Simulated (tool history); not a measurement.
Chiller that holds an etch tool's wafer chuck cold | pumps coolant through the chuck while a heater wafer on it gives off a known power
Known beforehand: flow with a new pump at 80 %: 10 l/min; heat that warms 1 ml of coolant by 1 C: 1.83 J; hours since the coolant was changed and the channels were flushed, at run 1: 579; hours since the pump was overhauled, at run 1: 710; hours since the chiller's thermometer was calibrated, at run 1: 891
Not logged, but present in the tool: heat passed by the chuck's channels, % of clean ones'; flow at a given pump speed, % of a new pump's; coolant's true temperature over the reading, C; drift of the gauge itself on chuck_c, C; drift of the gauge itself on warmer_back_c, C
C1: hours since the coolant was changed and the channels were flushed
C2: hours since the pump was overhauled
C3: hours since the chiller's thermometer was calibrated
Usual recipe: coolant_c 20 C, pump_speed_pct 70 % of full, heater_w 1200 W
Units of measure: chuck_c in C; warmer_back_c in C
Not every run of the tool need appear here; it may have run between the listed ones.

run 1 day=0 | coolant_c=20 pump_speed_pct=70 heater_w=1200 | C1=579 C2=710 C3=891 | chuck_c=33.7 warmer_back_c=4.64
run 2 day=3.275 | coolant_c=20 pump_speed_pct=70 heater_w=1200 | C1=657 C2=789 C3=969 | chuck_c=34 warmer_back_c=4.61
run 3 day=6.8 | coolant_c=20 pump_speed_pct=70 heater_w=1200 | C1=742 C2=873 C3=1054 | chuck_c=33.9 warmer_back_c=4.6
run 4 day=9.458 | coolant_c=20 pump_speed_pct=70 heater_w=1200 | C1=806 C2=937 C3=1118 | chuck_c=34 warmer_back_c=4.63
run 5 day=12.271 | coolant_c=10 pump_speed_pct=70 heater_w=1200 | C1=873 C2=1005 C3=1185 | chuck_c=24 warmer_back_c=4.67
run 6 day=14.238 | coolant_c=20 pump_speed_pct=70 heater_w=1200 | C1=920 C2=1052 C3=1232 | chuck_c=34 warmer_back_c=4.59
run 7 day=17.642 | coolant_c=20 pump_speed_pct=99 heater_w=1200 | C1=1002 C2=1134 C3=1314 | chuck_c=30 warmer_back_c=3.17
run 8 day=20.4 | coolant_c=20 pump_speed_pct=99 heater_w=1200 | C1=1068 C2=1200 C3=1380 | chuck_c=30.2 warmer_back_c=3.17
run 9 day=23.446 | coolant_c=20 pump_speed_pct=99 heater_w=1200 | C1=1142 C2=1273 C3=1453 | chuck_c=30.1 warmer_back_c=3.2
run 10 day=27.458 | coolant_c=20 pump_speed_pct=99 heater_w=1200 | C1=1238 C2=1369 C3=1550 | chuck_c=30.2 warmer_back_c=3.18
run 11 day=29.883 | coolant_c=20 pump_speed_pct=76 heater_w=1200 | C1=1296 C2=1427 C3=1608 | chuck_c=33.3 warmer_back_c=4.23
run 12 day=33.925 | coolant_c=20 pump_speed_pct=76 heater_w=1200 | C1=1393 C2=1524 C3=1705 | chuck_c=33.2 warmer_back_c=4.25
run 13 day=37.554 | coolant_c=20 pump_speed_pct=76 heater_w=1200 | C1=1480 C2=1612 C3=1792 | chuck_c=33.1 warmer_back_c=4.24
run 14 day=39.708 | coolant_c=20 pump_speed_pct=76 heater_w=1200 | C1=1532 C2=1663 C3=1844 | chuck_c=33.4 warmer_back_c=4.24
run 15 day=43.221 | coolant_c=14 pump_speed_pct=70 heater_w=1200 | C1=1616 C2=1748 C3=1928 | chuck_c=28.6 warmer_back_c=4.64
run 16 day=45.308 | coolant_c=14 pump_speed_pct=70 heater_w=1200 | C1=1666 C2=1798 C3=1978 | chuck_c=28.5 warmer_back_c=4.71
run 17 day=47.392 | coolant_c=23 pump_speed_pct=70 heater_w=1200 | C1=1716 C2=1848 C3=2028 | chuck_c=37.6 warmer_back_c=4.75
run 18 day=49.792 | coolant_c=23 pump_speed_pct=70 heater_w=1200 | C1=1774 C2=1905 C3=2086 | chuck_c=37.6 warmer_back_c=4.68

Run 19 is up next; what results do you expect?
run 19 day=53.092 | coolant_c=17 pump_speed_pct=95 heater_w=1238 | C1=1853 C2=1984 C3=2165 | chuck_c=? warmer_back_c=?

Run 19 yielded chuck_c 28.3 C, warmer_back_c 3.49 C.
If the tool had no hidden condition, the same run with the same run-to-run variation would have returned chuck_c 27.3 C, warmer_back_c 3.39 C.
